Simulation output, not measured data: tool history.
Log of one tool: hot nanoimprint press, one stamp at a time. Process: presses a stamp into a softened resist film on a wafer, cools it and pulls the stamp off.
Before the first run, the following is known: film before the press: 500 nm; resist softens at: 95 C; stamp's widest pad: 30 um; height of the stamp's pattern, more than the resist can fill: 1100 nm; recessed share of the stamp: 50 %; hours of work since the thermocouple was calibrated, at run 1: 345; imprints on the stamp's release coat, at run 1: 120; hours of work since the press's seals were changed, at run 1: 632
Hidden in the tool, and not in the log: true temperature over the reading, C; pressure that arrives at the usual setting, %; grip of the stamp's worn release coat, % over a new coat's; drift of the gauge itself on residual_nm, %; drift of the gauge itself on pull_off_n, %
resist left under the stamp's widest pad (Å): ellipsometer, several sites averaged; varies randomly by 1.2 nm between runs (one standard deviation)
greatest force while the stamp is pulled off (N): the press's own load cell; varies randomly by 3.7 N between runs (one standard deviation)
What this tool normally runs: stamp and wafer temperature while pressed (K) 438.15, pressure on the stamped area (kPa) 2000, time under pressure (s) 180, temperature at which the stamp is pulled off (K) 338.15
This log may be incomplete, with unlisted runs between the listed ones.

run   hour  stamp and wafer temperature while pressed (K)  pressure on the stamped area (kPa)  time under pressure (s)  temperature at which the stamp is pulled off (K)  hours of work since the thermocouple was calibrated  imprints on the stamp's release coat  hours of work since the press's seals were changed  resist left under the stamp's widest pad (Å)  greatest force while the stamp is pulled off (N)
  1      0                                         438.15                                2000                      180                                            338.15                                                  345                                   120                                                 632                                          1811                                               203
  2   32.9                                         438.15                                2000                      180                                            338.15                                                  371                                   320                                                 658                                          1818                                               203
  3   52.8                                         438.15                                2000                      180                                            338.15                                                  386                                   441                                                 673                                          1821                                               207
  4   85.3                                         438.15                                2000                      180                                            335.15                                                  411                                   639                                                 699                                          1837                                               216
  5  118.1                                         438.15                                2000                      180                                            335.15                                                  437                                   839                                                 724                                          1825                                               222
  6  134.8                                         438.15                                2000                      180                                            335.15                                                  450                                   941                                                 737                                          1789                                               220
  7  157.9                                         438.15                                2000                      180                                            335.15                                                  468                                  1081                                                 755                                          1817                                               214
  8  192.3                                         438.15                                2000                      180                                            335.15                                                  495                                  1291                                                 782                                          1827                                               213
     214.4  -- plate thermocouple calibrated
  9  223.8                                         438.15                                2000                      180                                            335.15                                                    7                                  1464                                                 804                                          1815                                               212
 10  245.1                                         438.15                                2000                      180                                            338.15                                                   24                                  1594                                                 821                                          1830                                               208
     264.8  -- stamp cleaned and given a new release coat
 11  274.6                                         431.15                                2070                      105                                            339.15                                                   42                                    59                                                 839                                          3050                                               205
 12  304.1                                         438.15                                3070                      180                                            332.15                                                   65                                   239                                                 862                                          1437                                               227
 13  326.1                                         438.15                                3070                      180                                            332.15                                                   82                                   373                                                 879                                          1438                                               226
 14  344.7                                         450.15                                2050                      285                                            335.15                                                   97                                   486                                                 893                                           794                                               223
 15  374.8                                         450.15                                2050                      285                                            335.15                                                  120                                   670                                                 917                                           781                                               218
 16  391.2                                         450.15                                2050                      285                                            335.15                                                  133                                   769                                                 929                                           802                                               211

The next listed run, before its measurement:
 17  414.9                                         450.15                                2050                      285                                            335.15                                                  151                                   914                                                 948                                             ?                                                 ?

Run 17 measured resist left under the stamp's widest pad (Å) 804, greatest force while the stamp is pulled off (N) 212.
Minus the tool's unlogged condition, the same run would have read resist left under the stamp's widest pad (Å) 802, greatest force while the stamp is pulled off (N) 211.

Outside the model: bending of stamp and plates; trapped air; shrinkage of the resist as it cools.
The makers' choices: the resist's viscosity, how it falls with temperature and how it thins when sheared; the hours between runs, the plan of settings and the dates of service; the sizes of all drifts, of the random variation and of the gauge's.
